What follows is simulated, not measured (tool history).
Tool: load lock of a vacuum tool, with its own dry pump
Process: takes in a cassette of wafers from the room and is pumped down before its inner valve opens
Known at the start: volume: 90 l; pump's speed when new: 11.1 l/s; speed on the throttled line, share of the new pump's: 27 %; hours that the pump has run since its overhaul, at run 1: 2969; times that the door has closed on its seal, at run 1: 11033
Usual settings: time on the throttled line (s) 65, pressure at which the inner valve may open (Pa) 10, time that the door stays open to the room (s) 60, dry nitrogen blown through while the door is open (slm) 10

run	day	time on the throttled line (s)	pressure at which the inner valve may open (Pa)	time that the door stays open to the room (s)	dry nitrogen blown through while the door is open (slm)	hours that the pump has run since its overhaul	times that the door has closed on its seal	incoming humidity of the room's air, %	time from the closed door until the inner valve may open (s)	rise of the pressure with all valves shut (Pa/min)
1	0	65	10	60	10	2969	11033	44	124.1	0.101
2	2.242	65	10	62	10	3022	11108	48.5	125.2	0.111
3	4.908	65	10	62	10	3086	11197	42.5	123.6	0.106
4	8.279	65	10	227	10	3167	11310	46.6	124.7	0.162
5	12.271	65	10	60	10	3263	11443	47	124.2	0.114
6	16.692	65	10	60	10	3369	11591	49	124.2	0.112
7	19.583	65	10	60	10	3439	11688	40.6	123.3	0.105
8	21.396	65	10	60	10	3482	11749	45.4	125.3	0.112
9	25.554	65	10	60	10	3582	11888	47.5	125.2	0.115
10	28.708	65	10	60	10	3658	11993	45.7	124.3	0.113
11	32.312	65	10	60	10	3744	12114	45.2	125.2	0.117
12	35.6	65	10	42	10	3823	12224	46.1	124.6	0.106
13	39.75	65	10	60	10	3923	12362	43.6	124.5	0.114
14	43.446	65	10	60	10	4011	12486	43.7	123.8	0.116
15	46.175	65	10	60	10	4077	12577	46.4	123.6	0.121
16	49.338	65	10	60	10	4153	12683	47.2	124.9	0.121
17	51.421	65	10	60	10	4203	12753	44.4	124.8	0.121
18	55.038	65	10	60	10	4289	12874	42.6	124.5	0.118
19	58.225	65	10	60	10	4366	12980	48	123.8	0.128
20	61.046	42	18	93	15	4434	13075	47.2	103.4	0.139
21	63.962	42	18	93	15	4504	13172	43.8	103.5	0.129
22	67.179	42	18	93	15	4581	13280	48.2	102.9	0.133
23	71.154	42	18	93	15	4676	13413	44	102.5	0.132
24	73.688	46	16	171	10	4737	13497	43.3	106.4	0.163
25	76.633	46	16	171	10	4808	13596	45.7	106.9	0.164
26	78.742	46	16	171	10	4858	13667	43.4	107.5	0.162
27	83.133	81	11	101	31	4964	13813	46.4	135.4	0.134
28	85.408	51	17	60	43	5018	13890	45.9	111.2	0.117
29	89.092	51	17	60	43	5107	14013	41.6	110.8	0.112
30	91.512	51	17	60	43	5165	14094	44.4	110.9	0.124
31	93.662	51	16	74	43	5216	14166	48.1	110.1	0.131
32	96.312	51	9	74	22	5280	14254	47.7	114.4	0.133
33	99.275	51	9	84	22	5351	14353	45.5	116.7	0.132
34	103.262	65	10	60	4	5447	14487	40.2	124.6	0.142
35	106.888	65	9	60	17	5534	14608	41.2	126.7	0.137
36	108.8	65	14	91	10	5580	14672	47	122.2	0.154

5 ways to go on from here, each from the tool as it stands after run 36. What would each give?
A	112.479	65	10	39	16	5668	14795	45.4	?	?
B	112.479	35	12	91	4	5668	14795	45	?	?
C	112.479	73	7	55	10	5668	14795	40.6	?	?
D	112.479	43	14	91	17	5668	14795	46	?	?
E	112.479	114	9	60	28	5668	14795	48.5	?	?

run	time from the closed door until the inner valve may open (s)	rise of the pressure with all valves shut (Pa/min)
A	124.8	0.129
B	101.4	0.165
C	134.5	0.144
D	106.7	0.149
E	160.9	0.129
Without the tool's hidden state the same runs would have given:
run	time from the closed door until the inner valve may open (s)	rise of the pressure with all valves shut (Pa/min)
A	122.5	0.018
B	98.8	0.052
C	132	0.033
D	104.1	0.038
E	158.9	0.019

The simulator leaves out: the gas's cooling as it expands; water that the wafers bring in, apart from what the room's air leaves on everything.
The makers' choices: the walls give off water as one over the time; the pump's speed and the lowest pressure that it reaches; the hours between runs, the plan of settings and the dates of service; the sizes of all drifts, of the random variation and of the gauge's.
